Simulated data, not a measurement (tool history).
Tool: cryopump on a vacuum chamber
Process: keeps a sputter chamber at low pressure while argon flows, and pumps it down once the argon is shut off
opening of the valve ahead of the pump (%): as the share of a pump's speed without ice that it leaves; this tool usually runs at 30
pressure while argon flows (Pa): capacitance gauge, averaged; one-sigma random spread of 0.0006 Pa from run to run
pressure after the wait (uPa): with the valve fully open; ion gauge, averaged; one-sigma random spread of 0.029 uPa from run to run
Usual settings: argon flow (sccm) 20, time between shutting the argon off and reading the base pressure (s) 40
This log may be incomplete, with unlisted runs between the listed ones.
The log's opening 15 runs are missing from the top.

| run | hour | argon flow (sccm) | time between shutting the argon off and reading the base pressure (s) | opening of the valve ahead of the pump (%) | hours of work since the pump was warmed up and emptied | hours of work since the cold head was overhauled | hours of work since the chamber's fittings were tightened | pressure while argon flows (Pa) | pressure after the wait (uPa) |
|---|---|---|---|---|---|---|---|---|---|
| 16 | 574.2 | 20 | 40 | 30 | 523 | 1250 | 444 | 0.0885 | 1.63 |
| 17 | 597.0 | 20 | 40 | 30 | 534 | 1261 | 456 | 0.0885 | 1.56 |
| 18 | 632.0 | 20 | 40 | 30 | 551 | 1279 | 473 | 0.0890 | 1.63 |
| 19 | 682.1 | 20 | 40 | 30 | 576 | 1303 | 498 | 0.0903 | 1.64 |
| 20 | 715.9 | 20 | 67 | 30 | 592 | 1320 | 514 | 0.0898 | 1.11 |
| 21 | 766.3 | 25 | 40 | 52 | 617 | 1345 | 539 | 0.0691 | 1.64 |
| 22 | 797.9 | 14 | 40 | 20 | 633 | 1360 | 555 | 0.0947 | 1.62 |
| 23 | 825.9 | 19 | 40 | 20 | 647 | 1374 | 569 | 0.1258 | 1.61 |
| 24 | 857.2 | 20 | 40 | 23 | 662 | 1390 | 584 | 0.1160 | 1.67 |
| 25 | 888.9 | 20 | 40 | 21 | 678 | 1405 | 600 | 0.1281 | 1.62 |
|  | 927.7 | pump warmed up, emptied and cooled again |
| 26 | 932.4 | 14 | 107 | 15 | 2 | 1424 | 619 | 0.1196 | 0.80 |
| 27 | 956.9 | 14 | 107 | 15 | 14 | 1436 | 631 | 0.1196 | 0.78 |
| 28 | 981.3 | 13 | 85 | 15 | 26 | 1448 | 643 | 0.1099 | 0.94 |
| 29 | 1018.9 | 13 | 70 | 45 | 45 | 1467 | 661 | 0.0364 | 1.07 |
| 30 | 1058.2 | 13 | 273 | 45 | 64 | 1486 | 681 | 0.0368 | 0.56 |
| 31 | 1091.8 | 18 | 40 | 45 | 81 | 1503 | 697 | 0.0508 | 1.58 |
| 32 | 1132.2 | 35 | 127 | 45 | 101 | 1523 | 717 | 0.0998 | 0.81 |
| 33 | 1164.5 | 20 | 40 | 34 | 117 | 1539 | 733 | 0.0763 | 1.59 |

What if the next run were any one of these 3? Each begins from the tool's condition after run 33:
| A | 1190.4 | 14 | 37 | 54 | 130 | 1551 | 746 | ? | ? |
| B | 1190.4 | 20 | 38 | 33 | 130 | 1551 | 746 | ? | ? |
| C | 1190.4 | 29 | 40 | 34 | 130 | 1551 | 746 | ? | ? |

| run | pressure while argon flows (Pa) | pressure after the wait (uPa) |
|---|---|---|
| A | 0.0346 | 1.71 |
| B | 0.0773 | 1.65 |
| C | 0.1089 | 1.65 |
What these runs would have given with no unlogged condition in the tool:
| run | pressure while argon flows (Pa) | pressure after the wait (uPa) |
|---|---|---|
| A | 0.0338 | 1.52 |
| B | 0.0761 | 1.47 |
| C | 0.1071 | 1.46 |

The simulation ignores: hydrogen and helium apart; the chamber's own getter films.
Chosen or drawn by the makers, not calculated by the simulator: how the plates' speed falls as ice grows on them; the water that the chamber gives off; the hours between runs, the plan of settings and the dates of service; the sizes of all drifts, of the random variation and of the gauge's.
